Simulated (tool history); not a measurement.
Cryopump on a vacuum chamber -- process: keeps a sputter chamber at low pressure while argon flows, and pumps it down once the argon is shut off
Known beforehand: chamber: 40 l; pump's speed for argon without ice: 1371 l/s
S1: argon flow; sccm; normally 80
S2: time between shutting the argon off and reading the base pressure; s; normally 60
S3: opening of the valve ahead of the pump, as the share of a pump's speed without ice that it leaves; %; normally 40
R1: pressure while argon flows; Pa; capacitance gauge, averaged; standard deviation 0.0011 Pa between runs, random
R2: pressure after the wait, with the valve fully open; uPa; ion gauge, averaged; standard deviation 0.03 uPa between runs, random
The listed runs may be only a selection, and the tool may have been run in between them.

run 1 hour=0.0 | S1=80 S2=60 S3=40 | R1=0.2643 R2=3.03
run 2 hour=64.9 | S1=80 S2=60 S3=40 | R1=0.2643 R2=3.13
run 3 hour=124.0 | S1=80 S2=60 S3=40 | R1=0.2666 R2=3.25
run 4 hour=222.1 | S1=80 S2=60 S3=40 | R1=0.2675 R2=3.32
run 5 hour=282.1 | S1=80 S2=60 S3=40 | R1=0.2684 R2=3.44
run 6 hour=327.2 | S1=80 S2=60 S3=40 | R1=0.2690 R2=3.43
run 7 hour=388.3 | S1=80 S2=60 S3=40 | R1=0.2719 R2=3.59
run 8 hour=469.2 | S1=80 S2=60 S3=40 | R1=0.2723 R2=3.72
-- hour=532.9 leaking fittings of the chamber tightened, without venting
run 9 hour=565.9 | S1=80 S2=60 S3=40 | R1=0.2743 R2=1.71
run 10 hour=619.5 | S1=80 S2=60 S3=40 | R1=0.2777 R2=1.70
run 11 hour=684.4 | S1=80 S2=60 S3=30 | R1=0.3599 R2=1.86
-- hour=727.3 pump warmed up, emptied and cooled again
run 12 hour=785.0 | S1=80 S2=60 S3=24 | R1=0.4146 R2=1.83
run 13 hour=839.7 | S1=80 S2=60 S3=24 | R1=0.4157 R2=1.83
run 14 hour=928.2 | S1=80 S2=60 S3=24 | R1=0.4166 R2=1.99
run 15 hour=974.8 | S1=80 S2=50 S3=40 | R1=0.2530 R2=2.31
run 16 hour=1071.2 | S1=80 S2=60 S3=60 | R1=0.1715 R2=2.11
run 17 hour=1163.6 | S1=80 S2=60 S3=40 | R1=0.2561 R2=2.26
run 18 hour=1244.8 | S1=50 S2=106 S3=33 | R1=0.1932 R2=1.80
run 19 hour=1319.9 | S1=50 S2=106 S3=33 | R1=0.1938 R2=1.83
run 20 hour=1418.8 | S1=60 S2=257 S3=19 | R1=0.3990 R2=1.52
run 21 hour=1486.5 | S1=60 S2=257 S3=19 | R1=0.4026 R2=1.64
run 22 hour=1530.8 | S1=100 S2=60 S3=38 | R1=0.3425 R2=2.69
run 23 hour=1615.3 | S1=100 S2=60 S3=38 | R1=0.3450 R2=2.74
run 24 hour=1686.2 | S1=100 S2=60 S3=38 | R1=0.3471 R2=2.87
run 25 hour=1753.2 | S1=35 S2=59 S3=38 | R1=0.1224 R2=3.01
run 26 hour=1822.4 | S1=35 S2=59 S3=38 | R1=0.1215 R2=3.15
run 27 hour=1925.3 | S1=35 S2=59 S3=38 | R1=0.1235 R2=3.21
run 28 hour=2010.0 | S1=35 S2=59 S3=38 | R1=0.1235 R2=3.43
run 29 hour=2115.2 | S1=35 S2=59 S3=38 | R1=0.1242 R2=3.56
run 30 hour=2181.8 | S1=71 S2=60 S3=36 | R1=0.2671 R2=3.59
run 31 hour=2252.5 | S1=71 S2=178 S3=19 | R1=0.4874 R2=2.85
run 32 hour=2306.6 | S1=71 S2=27 S3=19 | R1=0.4864 R2=5.57
-- hour=2313.9 leaking fittings of the chamber tightened, without venting
run 33 hour=2358.9 | S1=71 S2=27 S3=19 | R1=0.4877 R2=3.36
run 34 hour=2414.5 | S1=64 S2=36 S3=19 | R1=0.4350 R2=2.64

Some steps in R1 between neighbouring runs. How much of each would the tool show without its hidden state too (settings, what came in, random variation), and how much is left for the hidden state, with any gauge scatter that isn't in both results?
Hidden state at play: pump's speed, % of a pump's without ice; cold plate's temperature, K; leak into the chamber, uPa l/s; drift of the gauge itself on working_pa, %; drift of the gauge itself on base_upa, %.
Run 11 -> 12: S3 30 -> 24, pump warmed up, emptied and cooled again. R1 +0.0547 Pa: hidden state -0.0268, all else +0.0815.
Run 19 -> 20: S1 50 -> 60, S2 106 -> 257, S3 33 -> 19. R1 +0.2052 Pa: hidden state +0.0027, all else +0.2025.
Run 24 -> 25: S1 100 -> 35, S2 60 -> 59. R1 -0.2247 Pa: hidden state -0.0140, all else -0.2107.
Run 29 -> 30: S1 35 -> 71, S2 59 -> 60, S3 38 -> 36. R1 +0.1429 Pa: hidden state +0.0130, all else +0.1299.
Run 30 -> 31: S2 60 -> 178, S3 36 -> 19. R1 +0.2203 Pa: hidden state +0.0013, all else +0.2190.

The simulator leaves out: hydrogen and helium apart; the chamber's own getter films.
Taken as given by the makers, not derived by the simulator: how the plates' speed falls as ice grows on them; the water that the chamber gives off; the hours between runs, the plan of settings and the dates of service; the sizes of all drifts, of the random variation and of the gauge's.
